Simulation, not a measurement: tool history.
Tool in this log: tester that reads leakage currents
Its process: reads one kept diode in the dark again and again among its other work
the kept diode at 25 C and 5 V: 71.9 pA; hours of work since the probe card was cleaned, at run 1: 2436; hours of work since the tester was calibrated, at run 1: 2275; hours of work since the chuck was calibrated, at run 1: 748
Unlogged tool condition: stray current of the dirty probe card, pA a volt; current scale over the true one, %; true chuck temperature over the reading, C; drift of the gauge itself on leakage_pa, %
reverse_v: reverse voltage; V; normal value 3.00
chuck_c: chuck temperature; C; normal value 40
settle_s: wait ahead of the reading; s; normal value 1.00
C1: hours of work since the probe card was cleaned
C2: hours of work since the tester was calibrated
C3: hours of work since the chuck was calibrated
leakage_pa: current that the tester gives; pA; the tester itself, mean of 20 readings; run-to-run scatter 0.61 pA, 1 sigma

run 1 hour=0.0 | reverse_v=3.00 chuck_c=40 settle_s=1.00 | C1=2436 C2=2275 C3=748 | leakage_pa=202.73
run 2 hour=67.0 | reverse_v=3.00 chuck_c=40 settle_s=1.00 | C1=2489 C2=2329 C3=802 | leakage_pa=203.34
run 3 hour=111.8 | reverse_v=3.00 chuck_c=40 settle_s=1.81 | C1=2525 C2=2364 C3=837 | leakage_pa=202.67
run 4 hour=173.9 | reverse_v=3.00 chuck_c=40 settle_s=1.81 | C1=2575 C2=2414 C3=887 | leakage_pa=203.24
run 5 hour=208.6 | reverse_v=3.00 chuck_c=40 settle_s=1.81 | C1=2602 C2=2442 C3=915 | leakage_pa=203.67
run 6 hour=272.7 | reverse_v=3.00 chuck_c=40 settle_s=1.00 | C1=2654 C2=2493 C3=966 | leakage_pa=203.37
run 7 hour=330.6 | reverse_v=3.00 chuck_c=40 settle_s=1.00 | C1=2700 C2=2539 C3=1012 | leakage_pa=203.32
-- hour=352.0 probe card cleaned and baked
run 8 hour=373.8 | reverse_v=3.00 chuck_c=40 settle_s=1.00 | C1=17 C2=2571 C3=1044 | leakage_pa=203.61
run 9 hour=440.5 | reverse_v=3.00 chuck_c=40 settle_s=0.54 | C1=71 C2=2625 C3=1098 | leakage_pa=203.53
run 10 hour=477.6 | reverse_v=3.00 chuck_c=40 settle_s=0.54 | C1=100 C2=2654 C3=1127 | leakage_pa=204.62
run 11 hour=516.9 | reverse_v=3.00 chuck_c=40 settle_s=0.54 | C1=132 C2=2686 C3=1159 | leakage_pa=203.10
run 12 hour=588.7 | reverse_v=3.00 chuck_c=40 settle_s=0.54 | C1=189 C2=2743 C3=1216 | leakage_pa=202.83
run 13 hour=649.9 | reverse_v=3.00 chuck_c=40 settle_s=0.54 | C1=238 C2=2792 C3=1265 | leakage_pa=203.39
run 14 hour=692.6 | reverse_v=3.00 chuck_c=40 settle_s=0.54 | C1=272 C2=2826 C3=1299 | leakage_pa=203.98
-- hour=746.6 tester calibrated
run 15 hour=759.5 | reverse_v=3.00 chuck_c=40 settle_s=0.54 | C1=324 C2=10 C3=1351 | leakage_pa=204.54
run 16 hour=811.5 | reverse_v=11.61 chuck_c=38 settle_s=1.00 | C1=366 C2=52 C3=1393 | leakage_pa=335.43
run 17 hour=865.7 | reverse_v=11.61 chuck_c=38 settle_s=1.00 | C1=409 C2=95 C3=1436 | leakage_pa=335.12
run 18 hour=936.9 | reverse_v=3.00 chuck_c=40 settle_s=1.00 | C1=466 C2=152 C3=1493 | leakage_pa=203.58
run 19 hour=966.5 | reverse_v=3.00 chuck_c=40 settle_s=1.00 | C1=489 C2=176 C3=1516 | leakage_pa=202.46
run 20 hour=1008.7 | reverse_v=3.00 chuck_c=40 settle_s=1.00 | C1=523 C2=209 C3=1550 | leakage_pa=203.21
run 21 hour=1053.9 | reverse_v=7.05 chuck_c=40 settle_s=1.00 | C1=559 C2=246 C3=1586 | leakage_pa=311.05
run 22 hour=1112.5 | reverse_v=7.05 chuck_c=40 settle_s=2.28 | C1=606 C2=292 C3=1633 | leakage_pa=308.44
run 23 hour=1177.7 | reverse_v=7.05 chuck_c=40 settle_s=2.28 | C1=658 C2=344 C3=1685 | leakage_pa=307.32
run 24 hour=1245.0 | reverse_v=1.01 chuck_c=24 settle_s=3.24 | C1=712 C2=398 C3=1739 | leakage_pa=30.07
run 25 hour=1283.3 | reverse_v=6.28 chuck_c=31 settle_s=4.40 | C1=743 C2=429 C3=1770 | leakage_pa=137.84
run 26 hour=1324.1 | reverse_v=2.76 chuck_c=25 settle_s=1.99 | C1=775 C2=461 C3=1802 | leakage_pa=54.41

4 options for the next run, each taken on its own from the tool as it stands now. Forecast them:
run A hour=1381.0 | reverse_v=3.00 chuck_c=38 settle_s=0.42 | C1=821 C2=507 C3=1848 | leakage_pa=?
run B hour=1381.0 | reverse_v=15.27 chuck_c=40 settle_s=2.56 | C1=821 C2=507 C3=1848 | leakage_pa=?
run C hour=1381.0 | reverse_v=1.31 chuck_c=40 settle_s=5.94 | C1=821 C2=507 C3=1848 | leakage_pa=?
run D hour=1381.0 | reverse_v=1.45 chuck_c=43 settle_s=0.85 | C1=821 C2=507 C3=1848 | leakage_pa=?

run=A leakage_pa=173.33
run=B leakage_pa=449.42
run=C leakage_pa=134.60
run=D leakage_pa=180.54
Stripped of hidden state, with their random variation kept, the same runs would have yielded:
run=A leakage_pa=173.15
run=B leakage_pa=448.96
run=C leakage_pa=134.46
run=D leakage_pa=180.36

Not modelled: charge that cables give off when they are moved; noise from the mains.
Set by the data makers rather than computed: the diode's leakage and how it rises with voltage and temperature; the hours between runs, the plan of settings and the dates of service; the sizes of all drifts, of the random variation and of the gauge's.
